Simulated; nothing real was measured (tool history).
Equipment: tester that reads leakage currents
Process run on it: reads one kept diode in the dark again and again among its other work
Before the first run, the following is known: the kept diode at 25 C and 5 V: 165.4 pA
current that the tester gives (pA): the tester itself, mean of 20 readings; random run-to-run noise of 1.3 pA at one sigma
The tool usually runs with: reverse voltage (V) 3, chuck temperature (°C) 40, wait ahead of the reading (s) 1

run	hour	reverse voltage (V)	chuck temperature (°C)	wait ahead of the reading (s)	current that the tester gives (pA)
1	0	3	40	1	424.12
# hour 14.3: tester calibrated
2	105.3	3	40	1	436.88
3	194.7	3	40	1	441.32
4	279	3	40	1	447.51
5	408.3	3	20	1	94.54
6	472.8	3	20	1	95.6
7	585	1.63	40	1	352.28
8	734.2	1.63	40	1	364.68
9	802.1	3	40	1	494.68
10	887.8	3	40	1	502.28
# hour 901.5: chuck's temperature calibrated
# hour 1028.1: probe card cleaned and baked
11	1044.9	13.64	22	1.07	302.39
12	1115.1	13.64	22	1.07	305.11
# hour 1216: chuck's temperature calibrated, once more
13	1235.2	13.64	22	1.07	216.08
14	1392	13.64	22	1.07	223.51
15	1526.5	13.64	22	1.07	229.95
16	1657.3	11.26	27	0.34	331.21
17	1723	6.64	53	0.39	1751.32
18	1839.9	15.26	34	0.96	677.67
19	1983	15.26	34	0.96	696.9
20	2114.5	15.26	34	0.96	718.65

Forecast each of these 5 alternatives for the next run:
# hour 2165.9: chuck's temperature calibrated
A	2231.1	3.74	29	0.34	?
# hour 2165.9: chuck's temperature calibrated
B	2231.1	3	40	5.2	?
# hour 2165.9: chuck's temperature calibrated
C	2231.1	6.12	52	8.13	?
# hour 2165.9: chuck's temperature calibrated
D	2231.1	3	40	3.34	?
# hour 2165.9: chuck's temperature calibrated
E	2231.1	3	40	4.33	?

run	current that the tester gives (pA)
A	206.89
B	427.94
C	1450.84
D	427.21
E	425.48
Had the tool no hidden state, the same runs would have come out as:
run	current that the tester gives (pA)
A	203.96
B	422.94
C	1436.02
D	422.23
E	420.52
